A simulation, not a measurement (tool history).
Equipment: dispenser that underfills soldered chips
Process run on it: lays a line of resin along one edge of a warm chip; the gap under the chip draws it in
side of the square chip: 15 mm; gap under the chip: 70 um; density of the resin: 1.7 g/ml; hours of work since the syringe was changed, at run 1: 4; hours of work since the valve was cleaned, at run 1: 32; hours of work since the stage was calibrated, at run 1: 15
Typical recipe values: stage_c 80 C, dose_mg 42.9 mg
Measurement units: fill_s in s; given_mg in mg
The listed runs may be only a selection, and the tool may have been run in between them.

run   hour  stage_c  dose_mg  hours of work since the syringe was changed  hours of work since the valve was cleaned  hours of work since the stage was calibrated  fill_s  given_mg
  1      0       80     42.9                                            4                                         32                                            15   279.9     42.37
  2    7.9       80     42.9                                           10                                         38                                            21   456.3     42.46
      12.1  -- new syringe of resin
  3   16.4       80     42.9                                            3                                         44                                            27   251.1     42.11
      28.6  -- new syringe of resin
      30.5  -- dispensing valve cleaned and set on the balance
  4   30.5       85     42.9                                            1                                          0                                            37   163.2     42.99
      45.8  -- new syringe of resin
  5   45.9       85     42.9                                            0                                         11                                            48     157     42.87
  6   57.7       85     42.9                                            9                                         21                                            57   324.2      42.5
        62  -- new syringe of resin
  7   72.9       80     42.9                                            8                                         32                                            69   369.7     42.35
      78.5  -- new syringe of resin
  8     83       80     42.9                                            3                                         39                                            76   259.4     42.12
      94.8  -- new syringe of resin
  9   96.9       80     42.9                                            2                                         50                                            87   221.8     41.96
     102.6  -- dispensing valve cleaned and set on the balance
 10  108.9       80     42.9                                           10                                          5                                            95   437.4     42.75
     112.3  -- new syringe of resin
 11  119.6       80     41.5                                            6                                         13                                           103   297.9     41.27
     129.1  -- new syringe of resin
 12    133       74     42.9                                            3                                         23                                           113   321.3     42.42
 13  141.1       74     42.9                                            9                                         29                                           119   534.8     42.36
     145.5  -- new syringe of resin
 14  148.2       74     42.9                                            2                                         34                                           124   297.1     42.19
     162.1  -- new syringe of resin
 15  164.1       69     42.9                                            2                                         46                                           136   360.7      41.9
 16  172.6       79     42.9                                            8                                         52                                           142     384     41.98
     174.9  -- dispensing valve cleaned and set on the balance
     179.6  -- new syringe of resin
 17  186.5       79     43.4                                            5                                          9                                           152   297.6     43.26
 18  194.1       80     51.7                                           11                                         14                                           158   459.6     51.33
     196.2  -- new syringe of resin
 19  204.3       89     47.7                                            6                                         22                                           165   208.4     47.37
     212.8  -- new syringe of resin
 20  218.6       89     47.7                                            4                                         33                                           176   181.9     47.09
     229.7  -- new syringe of resin
 21  233.6       69     39.6                                            3                                         44                                           187   399.8     38.76
 22  240.4       66     50.5                                            8                                         49                                           192   692.3     49.43
     246.7  -- new syringe of resin
     247.7  -- dispensing valve cleaned and set on the balance
 23  255.8       66     50.5                                            6                                          6                                           203   588.4     50.29
     264.4  -- new syringe of resin
 24  272.6       89     37.1                                            6                                         19                                           216   215.4     36.76
     280.6  -- new syringe of resin
 25  288.1       84     42.9                                            6                                         30                                           227     249     42.23
 26  295.9       84     42.9                                           12                                         36                                           233   402.7     42.11
     297.4  -- new syringe of resin
 27  308.9       84     42.9                                            9                                         46                                           243     326     41.98
       314  -- new syringe of resin
     319.9  -- dispensing valve cleaned and set on the balance
 28  321.2       94     37.5                                            5                                          1                                           251   154.8     37.49
 29  330.6       72     49.5                                           12                                          8                                           258   712.1     49.28
     331.8  -- new syringe of resin
 30  339.8       72     49.5                                            6                                         15                                           265   433.3     49.03
     347.8  -- new syringe of resin
 31  352.9       72     49.5                                            4                                         25                                           275   347.8     48.89
       364  -- new syringe of resin
 32  367.7       72     49.5                                            3                                         36                                           286   322.9     48.67
 33  378.9       79     37.2                                           11                                         44                                           294   506.9     36.57
     380.3  -- new syringe of resin
 34  390.5       66     42.5                                            8                                         53                                           303   645.8     41.37
     392.5  -- dispensing valve cleaned and set on the balance
       398  -- new syringe of resin
 35  408.1       79     54.3                                            8                                         12                                           315   347.6     54.15
     415.1  -- new syringe of resin
 36  418.6       73     41.1                                            3                                         19                                           323   307.4     40.73

Hidden state at the last listed run before each entry between runs and at the first one after, where it differs:
Logged between run 2 and run 3: new syringe of resin (hour 12.1)
  resin's viscosity, % of fresh resin's: 234.3 -> 129.3; dose that the valve gives, % of what is set: 98.69 -> 98.4; true chip temperature over the reading, C: 0.25 -> 0.28
  the result without the hidden state subtracted from the measured one, fill_s: +260 -> +54.9 s; given_mg: -0.56 -> -0.69 mg
Logged between run 3 and run 4: new syringe of resin (hour 28.6); dispensing valve cleaned and set on the balance (hour 30.5)
  resin's viscosity, % of fresh resin's: 129.3 -> 105.3; dose that the valve gives, % of what is set: 98.4 -> 100.19; true chip temperature over the reading, C: 0.28 -> 0.33
  the result without the hidden state subtracted from the measured one, fill_s: +54.9 -> +5.9 s; given_mg: -0.69 -> +0.08 mg
Logged between run 4 and run 5: new syringe of resin (hour 45.8)
  resin's viscosity, % of fresh resin's: 105.3 -> 100.8; dose that the valve gives, % of what is set: 100.19 -> 99.66; true chip temperature over the reading, C: 0.33 -> 0.38
  the result without the hidden state subtracted from the measured one, fill_s: +5.9 -> -1.3 s; given_mg: +0.08 -> -0.14 mg
Logged between run 6 and run 7: new syringe of resin (hour 62)
  resin's viscosity, % of fresh resin's: 212.5 -> 196.7; dose that the valve gives, % of what is set: 99.19 -> 98.68; true chip temperature over the reading, C: 0.43 -> 0.49
  the result without the hidden state subtracted from the measured one, fill_s: +168.8 -> +178 s; given_mg: -0.35 -> -0.57 mg
Logged between run 7 and run 8: new syringe of resin (hour 78.5)
  resin's viscosity, % of fresh resin's: 196.7 -> 134.9; dose that the valve gives, % of what is set: 98.68 -> 98.28; true chip temperature over the reading, C: 0.49 -> 0.52
  the result without the hidden state subtracted from the measured one, fill_s: +178 -> +63.1 s; given_mg: -0.57 -> -0.74 mg
Logged between run 8 and run 9: new syringe of resin (hour 94.8)
  resin's viscosity, % of fresh resin's: 134.9 -> 115.7; dose that the valve gives, % of what is set: 98.28 -> 97.73; true chip temperature over the reading, C: 0.52 -> 0.58
  the result without the hidden state subtracted from the measured one, fill_s: +63.1 -> +25.7 s; given_mg: -0.74 -> -0.97 mg
Logged between run 9 and run 10: dispensing valve cleaned and set on the balance (hour 102.6)
  resin's viscosity, % of fresh resin's: 115.7 -> 230.7; dose that the valve gives, % of what is set: 97.73 -> 99.67; true chip temperature over the reading, C: 0.58 -> 0.61
  the result without the hidden state subtracted from the measured one, fill_s: +25.7 -> +242.6 s; given_mg: -0.97 -> -0.14 mg
Logged between run 10 and run 11: new syringe of resin (hour 112.3)
  resin's viscosity, % of fresh resin's: 230.7 -> 156.2; dose that the valve gives, % of what is set: 99.67 -> 99.31; true chip temperature over the reading, C: 0.61 -> 0.65
  the result without the hidden state subtracted from the measured one, fill_s: +242.6 -> +101.9 s; given_mg: -0.14 -> -0.29 mg
Logged between run 11 and run 12: new syringe of resin (hour 129.1)
  resin's viscosity, % of fresh resin's: 156.2 -> 128.4; dose that the valve gives, % of what is set: 99.31 -> 98.87; true chip temperature over the reading, C: 0.65 -> 0.7
  the result without the hidden state subtracted from the measured one, fill_s: +101.9 -> +63 s; given_mg: -0.29 -> -0.48 mg
Logged between run 13 and run 14: new syringe of resin (hour 145.5)
  resin's viscosity, % of fresh resin's: 213.3 -> 118.8; dose that the valve gives, % of what is set: 98.58 -> 98.31; true chip temperature over the reading, C: 0.73 -> 0.76
  the result without the hidden state subtracted from the measured one, fill_s: +275.8 -> +38.6 s; given_mg: -0.61 -> -0.73 mg
Logged between run 14 and run 15: new syringe of resin (hour 162.1)
  resin's viscosity, % of fresh resin's: 118.8 -> 114.8; dose that the valve gives, % of what is set: 98.31 -> 97.75; true chip temperature over the reading, C: 0.76 -> 0.82
  the result without the hidden state subtracted from the measured one, fill_s: +38.6 -> +35.1 s; given_mg: -0.73 -> -0.96 mg
Logged between run 16 and run 17: dispensing valve cleaned and set on the balance (hour 174.9); new syringe of resin (hour 179.6)
  resin's viscosity, % of fresh resin's: 196.1 -> 154.1; dose that the valve gives, % of what is set: 97.48 -> 99.77; true chip temperature over the reading, C: 0.85 -> 0.89
  the result without the hidden state subtracted from the measured one, fill_s: +181.3 -> +96.7 s; given_mg: -1.09 -> -0.1 mg
Logged between run 18 and run 19: new syringe of resin (hour 196.2)
  resin's viscosity, % of fresh resin's: 248.4 -> 163.6; dose that the valve gives, % of what is set: 99.51 -> 99.14; true chip temperature over the reading, C: 0.92 -> 0.96
  the result without the hidden state subtracted from the measured one, fill_s: +267.2 -> +75.9 s; given_mg: -0.26 -> -0.41 mg
Logged between run 19 and run 20: new syringe of resin (hour 212.8)
  resin's viscosity, % of fresh resin's: 163.6 -> 143.2; dose that the valve gives, % of what is set: 99.14 -> 98.66; true chip temperature over the reading, C: 0.96 -> 1.01
  the result without the hidden state subtracted from the measured one, fill_s: +75.9 -> +49.7 s; given_mg: -0.41 -> -0.63 mg
Logged between run 20 and run 21: new syringe of resin (hour 229.7)
  resin's viscosity, % of fresh resin's: 143.2 -> 127.7; dose that the valve gives, % of what is set: 98.66 -> 98.19; true chip temperature over the reading, C: 1.01 -> 1.06
  the result without the hidden state subtracted from the measured one, fill_s: +49.7 -> +71.7 s; given_mg: -0.63 -> -0.71 mg
Logged between run 22 and run 23: new syringe of resin (hour 246.7); dispensing valve cleaned and set on the balance (hour 247.7)
  resin's viscosity, % of fresh resin's: 196.1 -> 166.7; dose that the valve gives, % of what is set: 97.94 -> 99.55; true chip temperature over the reading, C: 1.09 -> 1.14
  the result without the hidden state subtracted from the measured one, fill_s: +320.7 -> +215.7 s; given_mg: -1.04 -> -0.23 mg
Logged between run 23 and run 24: new syringe of resin (hour 264.4)
  resin's viscosity, % of fresh resin's: 166.7 -> 167.2; dose that the valve gives, % of what is set: 99.55 -> 98.94; true chip temperature over the reading, C: 1.14 -> 1.2
  the result without the hidden state subtracted from the measured one, fill_s: +215.7 -> +80.4 s; given_mg: -0.23 -> -0.39 mg
Logged between run 24 and run 25: new syringe of resin (hour 280.6)
  resin's viscosity, % of fresh resin's: 167.2 -> 158.8; dose that the valve gives, % of what is set: 98.94 -> 98.38; true chip temperature over the reading, C: 1.2 -> 1.25
  the result without the hidden state subtracted from the measured one, fill_s: +80.4 -> +83.9 s; given_mg: -0.39 -> -0.7 mg
Logged between run 26 and run 27: new syringe of resin (hour 297.4)
  resin's viscosity, % of fresh resin's: 260 -> 206.8; dose that the valve gives, % of what is set: 98.09 -> 97.62; true chip temperature over the reading, C: 1.28 -> 1.32
  the result without the hidden state subtracted from the measured one, fill_s: +239.5 -> +159.5 s; given_mg: -0.83 -> -1.02 mg
Logged between run 27 and run 28: new syringe of resin (hour 314); dispensing valve cleaned and set on the balance (hour 319.9)
  resin's viscosity, % of fresh resin's: 206.8 -> 149.2; dose that the valve gives, % of what is set: 97.62 -> 99.99; true chip temperature over the reading, C: 1.32 -> 1.36
  the result without the hidden state subtracted from the measured one, fill_s: +159.5 -> +45 s; given_mg: -1.02 -> +0 mg
Logged between run 29 and run 30: new syringe of resin (hour 331.8)
  resin's viscosity, % of fresh resin's: 270.5 -> 165.5; dose that the valve gives, % of what is set: 99.66 -> 99.36; true chip temperature over the reading, C: 1.4 -> 1.43
  the result without the hidden state subtracted from the measured one, fill_s: +431.4 -> +153.5 s; given_mg: -0.17 -> -0.31 mg
Logged between run 30 and run 31: new syringe of resin (hour 347.8)
  resin's viscosity, % of fresh resin's: 165.5 -> 134.4; dose that the valve gives, % of what is set: 99.36 -> 98.9; true chip temperature over the reading, C: 1.43 -> 1.48
  the result without the hidden state subtracted from the measured one, fill_s: +153.5 -> +70.7 s; given_mg: -0.31 -> -0.54 mg
Logged between run 31 and run 32: new syringe of resin (hour 364)
  resin's viscosity, % of fresh resin's: 134.4 -> 125.2; dose that the valve gives, % of what is set: 98.9 -> 98.42; true chip temperature over the reading, C: 1.48 -> 1.53
  the result without the hidden state subtracted from the measured one, fill_s: +70.7 -> +46.1 s; given_mg: -0.54 -> -0.78 mg
Logged between run 33 and run 34: new syringe of resin (hour 380.3)
  resin's viscosity, % of fresh resin's: 253 -> 186.8; dose that the valve gives, % of what is set: 98.02 -> 97.62; true chip temperature over the reading, C: 1.58 -> 1.62
  the result without the hidden state subtracted from the measured one, fill_s: +292.9 -> +273.2 s; given_mg: -0.74 -> -1.01 mg
Logged between run 34 and run 35: dispensing valve cleaned and set on the balance (hour 392.5); new syringe of resin (hour 398)
  resin's viscosity, % of fresh resin's: 186.8 -> 186.6; dose that the valve gives, % of what is set: 97.62 -> 99.58; true chip temperature over the reading, C: 1.62 -> 1.68
  the result without the hidden state subtracted from the measured one, fill_s: +273.2 -> +146.8 s; given_mg: -1.01 -> -0.22 mg
Logged between run 35 and run 36: new syringe of resin (hour 415.1)
  resin's viscosity, % of fresh resin's: 186.6 -> 123.2; dose that the valve gives, % of what is set: 99.58 -> 99.23; true chip temperature over the reading, C: 1.68 -> 1.72
  the result without the hidden state subtracted from the measured one, fill_s: +146.8 -> +37.6 s; given_mg: -0.22 -> -0.32 mg

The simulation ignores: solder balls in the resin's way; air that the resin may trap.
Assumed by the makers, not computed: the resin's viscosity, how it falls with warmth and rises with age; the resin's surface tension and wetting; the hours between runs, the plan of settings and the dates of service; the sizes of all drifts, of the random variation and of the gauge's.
